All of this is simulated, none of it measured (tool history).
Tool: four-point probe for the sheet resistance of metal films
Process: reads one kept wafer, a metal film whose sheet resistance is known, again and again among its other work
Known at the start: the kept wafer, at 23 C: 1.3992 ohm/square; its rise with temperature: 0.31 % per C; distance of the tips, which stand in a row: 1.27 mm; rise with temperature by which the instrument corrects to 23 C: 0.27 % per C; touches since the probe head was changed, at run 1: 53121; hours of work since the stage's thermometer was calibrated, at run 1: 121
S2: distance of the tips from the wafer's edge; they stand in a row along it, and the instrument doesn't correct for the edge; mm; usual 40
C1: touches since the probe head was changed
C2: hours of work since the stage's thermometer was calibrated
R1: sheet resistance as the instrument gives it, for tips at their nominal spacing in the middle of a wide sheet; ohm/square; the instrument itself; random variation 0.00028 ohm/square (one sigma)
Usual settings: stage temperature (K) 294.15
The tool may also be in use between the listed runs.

Run 1, hour 0: usual settings; C1 53121; C2 121. Result: R1 1.410039 ohm/square.
Run 2, hour 94.8: usual settings; C1 54907; C2 192. Result: R1 1.410042 ohm/square.
Run 3, hour 173.2: usual settings; C1 56382; C2 250. Result: R1 1.410961 ohm/square.
Run 4, hour 275.8: usual settings; C1 58313; C2 327. Result: R1 1.410819 ohm/square.
Run 5, hour 366.3: usual settings; C1 60016; C2 394. Result: R1 1.410996 ohm/square.
Run 6, hour 441.3: usual settings; C1 61429; C2 450. Result: R1 1.411218 ohm/square.
Run 7, hour 539.8: usual settings; C1 63283; C2 523. Result: R1 1.411795 ohm/square.
Run 8, hour 636.5: usual settings; C1 65103; C2 595. Result: R1 1.411484 ohm/square.
Run 9, hour 689.3: usual settings; C1 66096; C2 635. Result: R1 1.412167 ohm/square.
Run 10, hour 789.7: usual settings; C1 67986; C2 709. Result: R1 1.412298 ohm/square.
Run 11, hour 843.4: usual settings; C1 68997; C2 749. Result: R1 1.412108 ohm/square.
Run 12, hour 900.4: usual settings; C1 70070; C2 792. Result: R1 1.412651 ohm/square.
Run 13, hour 953.8: usual settings but S2 19 mm; C1 71076; C2 832. Result: R1 1.415136 ohm/square.
Run 14, hour 1050.4: usual settings but S2 19 mm; C1 72894; C2 903. Result: R1 1.415358 ohm/square.
Run 15, hour 1117.8: usual settings but S2 5 mm; C1 74162; C2 954. Result: R1 1.459566 ohm/square.
Run 16, hour 1190.5: usual settings but stage temperature (K) 296.15; C1 75531; C2 1008. Result: R1 1.41419 ohm/square.
Run 17, hour 1243.1: usual settings but stage temperature (K) 303.15; C1 76522; C2 1047. Result: R1 1.41919 ohm/square.
Run 18, hour 1341.2: usual settings; C1 78367; C2 1120. Result: R1 1.413014 ohm/square.
Run 19, hour 1397.3: usual settings; C1 79423; C2 1162. Result: R1 1.414045 ohm/square.
Run 20, hour 1475.1: usual settings; C1 80888; C2 1220. Result: R1 1.414233 ohm/square.
At hour 1516.4: stage's thermometer calibrated.
Run 21, hour 1547.8: usual settings; C1 82248; C2 23. Result: R1 1.413326 ohm/square.
Run 22, hour 1645.4: usual settings; C1 84083; C2 96. Result: R1 1.413259 ohm/square.
Run 23, hour 1694.2: usual settings; C1 85002; C2 132. Result: R1 1.413279 ohm/square.
Run 24, hour 1798.9: usual settings; C1 86974; C2 210. Result: R1 1.413543 ohm/square.
At hour 1822.8: stage's thermometer calibrated, once more.
Run 25, hour 1853.3: usual settings but stage temperature (K) 305.15; C1 87989; C2 23. Result: R1 1.424803 ohm/square.
Run 26, hour 1897.6: usual settings but stage temperature (K) 305.15, S2 24 mm; C1 88822; C2 56. Result: R1 1.42582 ohm/square.
Run 27, hour 2004.4: usual settings but S2 21 mm; C1 90832; C2 135. Result: R1 1.419499 ohm/square.
Run 28, hour 2057.6: usual settings but S2 5 mm; C1 91834; C2 175. Result: R1 1.464896 ohm/square.
Run 29, hour 2117: usual settings but S2 5 mm; C1 92953; C2 219. Result: R1 1.464657 ohm/square.
Run 30, hour 2223.1: usual settings but S2 5 mm; C1 94950; C2 298. Result: R1 1.46463 ohm/square.
Run 31, hour 2324.3: usual settings but stage temperature (K) 298.15, S2 7 mm; C1 96855; C2 373. Result: R1 1.445131 ohm/square.
Run 32, hour 2412.6: usual settings but stage temperature (K) 292.15, S2 5 mm; C1 98516; C2 439. Result: R1 1.463673 ohm/square.
Run 33, hour 2485: usual settings but S2 37 mm; C1 99879; C2 493. Result: R1 1.418861 ohm/square.
Run 34, hour 2535.2: usual settings but S2 6 mm; C1 100823; C2 530. Result: R1 1.451681 ohm/square.
Run 35, hour 2630.1: usual settings but stage temperature (K) 291.15; C1 102610; C2 601. Result: R1 1.417151 ohm/square.
Run 36, hour 2689.3: usual settings but stage temperature (K) 291.15; C1 103724; C2 645. Result: R1 1.417844 ohm/square.
Run 37, hour 2793.6: usual settings but stage temperature (K) 296.15, S2 3 mm; C1 105688; C2 723. Result: R1 1.543788 ohm/square.
Run 38, hour 2874.7: usual settings but stage temperature (K) 296.15, S2 3 mm; C1 107214; C2 783. Result: R1 1.544062 ohm/square.
Run 39, hour 2947.6: usual settings but stage temperature (K) 305.15, S2 9 mm; C1 108586; C2 837. Result: R1 1.441948 ohm/square.
Run 40, hour 3033.9: usual settings but stage temperature (K) 305.15, S2 9 mm; C1 110212; C2 902. Result: R1 1.441918 ohm/square.
Run 41, hour 3083.8: usual settings but stage temperature (K) 301.15, S2 9 mm; C1 111150; C2 939. Result: R1 1.439744 ohm/square.
At hour 3169.4: new probe head fitted.
Run 42, hour 3175.6: usual settings but stage temperature (K) 308.15, S2 11 mm; C1 117; C2 1007. Result: R1 1.41477 ohm/square.
Run 43, hour 3231: usual settings but stage temperature (K) 308.15, S2 11 mm; C1 1160; C2 1048. Result: R1 1.415173 ohm/square.
Run 44, hour 3288: usual settings but stage temperature (K) 296.15, S2 5 mm; C1 2232; C2 1090. Result: R1 1.444447 ohm/square.
Run 45, hour 3376.8: usual settings but stage temperature (K) 303.15, S2 48 mm; C1 3904; C2 1156. Result: R1 1.402524 ohm/square.
Run 46, hour 3420.4: usual settings but stage temperature (K) 301.15, S2 6 mm; C1 4725; C2 1189. Result: R1 1.433536 ohm/square.

Forecast each of these 3 alternatives for the next run:
Run A, hour 3494.7: usual settings but stage temperature (K) 305.15, S2 53 mm; C1 6124; C2 1244. Result: R1 ?.
Run B, hour 3494.7: usual settings but S2 6 mm; C1 6124; C2 1244. Result: R1 ?.
Run C, hour 3494.7: usual settings but stage temperature (K) 291.15, S2 7 mm; C1 6124; C2 1244. Result: R1 ?.

run        R1
  A  1.404671
  B  1.429062
  C  1.418788
Without the tool's hidden state the same runs would have given:
run        R1
  A   1.40616
  B  1.430638
  C  1.420369
